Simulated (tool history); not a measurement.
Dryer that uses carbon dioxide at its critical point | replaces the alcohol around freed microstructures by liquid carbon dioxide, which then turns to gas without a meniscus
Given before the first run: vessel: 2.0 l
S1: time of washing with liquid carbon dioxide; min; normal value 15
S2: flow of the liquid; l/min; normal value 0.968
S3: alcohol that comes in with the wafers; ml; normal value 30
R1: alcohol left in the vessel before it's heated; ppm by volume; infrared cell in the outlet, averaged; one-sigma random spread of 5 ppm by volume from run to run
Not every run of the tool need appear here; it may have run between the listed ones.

run 1 hour=0.0 | S1=15 S2=0.968 S3=30 | R1=163
run 2 hour=16.8 | S1=15 S2=0.968 S3=30 | R1=169
run 3 hour=38.9 | S1=15 S2=0.968 S3=29 | R1=182
run 4 hour=67.9 | S1=21 S2=0.968 S3=30 | R1=148
run 5 hour=98.1 | S1=12 S2=0.968 S3=30 | R1=304
run 6 hour=129.6 | S1=12 S2=0.968 S3=30 | R1=303
-- hour=148.8 inlet filter changed
run 7 hour=167.7 | S1=12 S2=0.968 S3=30 | R1=214
run 8 hour=205.9 | S1=12 S2=0.968 S3=30 | R1=226
run 9 hour=231.4 | S1=12 S2=0.968 S3=30 | R1=237
run 10 hour=249.5 | S1=12 S2=0.968 S3=30 | R1=225
run 11 hour=269.7 | S1=12 S2=0.968 S3=30 | R1=229
run 12 hour=300.7 | S1=15 S2=0.923 S3=30 | R1=181
run 13 hour=319.9 | S1=15 S2=0.923 S3=30 | R1=181
run 14 hour=335.6 | S1=15 S2=0.923 S3=30 | R1=187
run 15 hour=372.3 | S1=15 S2=1.342 S3=34 | R1=169
run 16 hour=390.8 | S1=10 S2=0.891 S3=34 | R1=523
run 17 hour=419.0 | S1=16 S2=0.891 S3=29 | R1=199
-- hour=436.7 purifier's bed changed
run 18 hour=441.7 | S1=15 S2=0.968 S3=21 | R1=32
run 19 hour=457.4 | S1=15 S2=0.998 S3=20 | R1=24
run 20 hour=473.0 | S1=15 S2=0.998 S3=20 | R1=23
run 21 hour=494.6 | S1=14 S2=0.968 S3=24 | R1=65
run 22 hour=526.9 | S1=16 S2=0.835 S3=30 | R1=71
run 23 hour=553.4 | S1=10 S2=0.601 S3=30 | R1=1267
run 24 hour=591.2 | S1=11 S2=1.099 S3=39 | R1=144
run 25 hour=619.8 | S1=11 S2=1.099 S3=39 | R1=157
run 26 hour=643.6 | S1=15 S2=0.642 S3=30 | R1=337
run 27 hour=661.0 | S1=15 S2=0.642 S3=30 | R1=325

Forecast each of these 5 alternatives for the next run:
run A hour=684.2 | S1=19 S2=0.832 S3=24 | R1=?
run B hour=684.2 | S1=15 S2=0.968 S3=25 | R1=?
run C hour=684.2 | S1=19 S2=0.602 S3=74 | R1=?
run D hour=684.2 | S1=15 S2=0.629 S3=69 | R1=?
run E hour=684.2 | S1=14 S2=0.642 S3=30 | R1=?

run=A R1=46
run=B R1=67
run=C R1=394
run=D R1=803
run=E R1=428
With no hidden state in the tool, these same runs would have given:
run=A R1=11
run=B R1=24
run=C R1=194
run=D R1=460
run=E R1=245

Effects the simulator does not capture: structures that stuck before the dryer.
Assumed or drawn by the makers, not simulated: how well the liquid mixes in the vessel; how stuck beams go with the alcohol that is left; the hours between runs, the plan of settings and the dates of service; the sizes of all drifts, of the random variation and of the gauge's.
